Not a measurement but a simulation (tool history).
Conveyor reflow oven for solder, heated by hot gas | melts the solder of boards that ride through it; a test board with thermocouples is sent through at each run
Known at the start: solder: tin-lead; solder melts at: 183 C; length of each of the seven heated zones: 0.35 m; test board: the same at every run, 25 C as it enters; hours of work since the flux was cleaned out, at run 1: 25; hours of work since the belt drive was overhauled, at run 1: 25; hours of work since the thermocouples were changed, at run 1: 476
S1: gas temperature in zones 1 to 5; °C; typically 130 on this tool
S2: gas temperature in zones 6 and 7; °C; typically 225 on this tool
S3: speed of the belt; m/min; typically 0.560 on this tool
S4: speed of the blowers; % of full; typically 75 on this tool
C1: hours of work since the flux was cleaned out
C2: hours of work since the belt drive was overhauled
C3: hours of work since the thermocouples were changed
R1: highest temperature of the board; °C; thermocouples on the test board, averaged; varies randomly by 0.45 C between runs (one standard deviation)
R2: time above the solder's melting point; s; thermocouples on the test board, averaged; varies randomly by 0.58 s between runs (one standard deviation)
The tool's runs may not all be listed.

run 1 day=0.000 | S1=130 S2=225 S3=0.560 S4=75 | C1=25 C2=25 C3=476 | R1=211.0 R2=48.4
run 2 day=0.925 | S1=130 S2=223 S3=0.560 S4=75 | C1=38 C2=38 C3=488 | R1=209.4 R2=47.4
run 3 day=2.508 | S1=130 S2=225 S3=0.560 S4=76 | C1=59 C2=59 C3=509 | R1=211.2 R2=49.1
run 4 day=3.546 | S1=130 S2=225 S3=0.560 S4=76 | C1=72 C2=72 C3=523 | R1=210.9 R2=49.0
run 5 day=4.808 | S1=130 S2=225 S3=0.560 S4=76 | C1=89 C2=89 C3=540 | R1=210.9 R2=48.8
run 6 day=5.642 | S1=130 S2=225 S3=0.608 S4=75 | C1=100 C2=100 C3=551 | R1=207.8 R2=42.7
run 7 day=7.142 | S1=130 S2=225 S3=0.608 S4=75 | C1=120 C2=120 C3=571 | R1=208.4 R2=41.1
run 8 day=8.138 | S1=140 S2=234 S3=0.608 S4=76 | C1=133 C2=133 C3=584 | R1=218.4 R2=53.1
run 9 day=9.192 | S1=140 S2=234 S3=0.608 S4=76 | C1=147 C2=147 C3=598 | R1=217.5 R2=52.4
run 10 day=10.092 | S1=140 S2=225 S3=0.608 S4=52 | C1=159 C2=159 C3=610 | R1=205.8 R2=41.0

What will run 11 give?
run 11 day=11.833 | S1=140 S2=225 S3=0.608 S4=52 | C1=182 C2=182 C3=633 | R1=? R2=?

{"run 11": {"R1": 205.8, "R2": 41.5}}
Were there no unlogged condition in the tool, this run, its random variation unchanged, would have produced R1 206.0 °C, R2 41.7 s.
